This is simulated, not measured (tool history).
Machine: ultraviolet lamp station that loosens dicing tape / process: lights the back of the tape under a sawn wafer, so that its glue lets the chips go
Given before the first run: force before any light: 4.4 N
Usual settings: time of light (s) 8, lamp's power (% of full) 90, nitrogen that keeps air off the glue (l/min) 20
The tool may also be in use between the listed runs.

run   hour  time of light (s)  lamp's power (% of full)  nitrogen that keeps air off the glue (l/min)  force that peels the tape off (N)  light that reached the tape (mJ/cm²)
  1    0.0                  8                        90                                            20                              0.124                                   285
  2   18.7                  8                        90                                            20                              0.120                                   281
  3   45.9                  8                        90                                            20                              0.123                                   285
  4   79.9                  8                        90                                            20                              0.120                                   282
  5  108.3                  8                        90                                            20                              0.124                                   287
  6  136.6                  8                        90                                            20                              0.127                                   280
  7  173.0                  8                        90                                            20                              0.127                                   281
  8  193.8                  4                        90                                            20                              0.571                                   143
  9  230.2                 10                        90                                            20                              0.085                                   354
 10  259.4                  8                        88                                            20                              0.124                                   276
 11  279.5                  8                        88                                            20                              0.123                                   274
     295.3  -- window cleaned of glue's vapour
 12  304.8                 16                        80                                            35                              0.070                                   499
 13  341.1                 16                        80                                            35                              0.067                                   505
 14  357.8                 10                        86                                            17                              0.087                                   334
 15  390.2                  9                        61                                            19                              0.246                                   216
 16  426.3                  9                        61                                            19                              0.234                                   216
 17  455.0                 16                        76                                            10                              0.083                                   475
 18  483.3                 16                        76                                            10                              0.080                                   479
 19  506.1                 16                        90                                            20                              0.071                                   563
 20  521.7                  8                        90                                            26                              0.106                                   284
 21  541.2                  8                        90                                            26                              0.109                                   280
 22  574.1                  8                        90                                            26                              0.106                                   285

Forecast each of these 5 alternatives for the next run:
  A  603.7                  8                        65                                            26                                  ?                                     ?
  B  603.7                  9                        86                                            17                                  ?                                     ?
  C  603.7                  8                        99                                            13                                  ?                                     ?
  D  603.7                 11                        90                                            26                                  ?                                     ?
  E  603.7                  5                        91                                            21                                  ?                                     ?

run  force that peels the tape off (N)  light that reached the tape (mJ/cm²)
  A                              0.209                                   201
  B                              0.127                                   300
  C                              0.158                                   311
  D                              0.067                                   388
  E                              0.355                                   177
Had the tool no hidden state, the same runs would have come out as:
run  force that peels the tape off (N)  light that reached the tape (mJ/cm²)
  A                              0.208                                   202
  B                              0.126                                   301
  C                              0.157                                   311
  D                              0.067                                   388
  E                              0.353                                   177

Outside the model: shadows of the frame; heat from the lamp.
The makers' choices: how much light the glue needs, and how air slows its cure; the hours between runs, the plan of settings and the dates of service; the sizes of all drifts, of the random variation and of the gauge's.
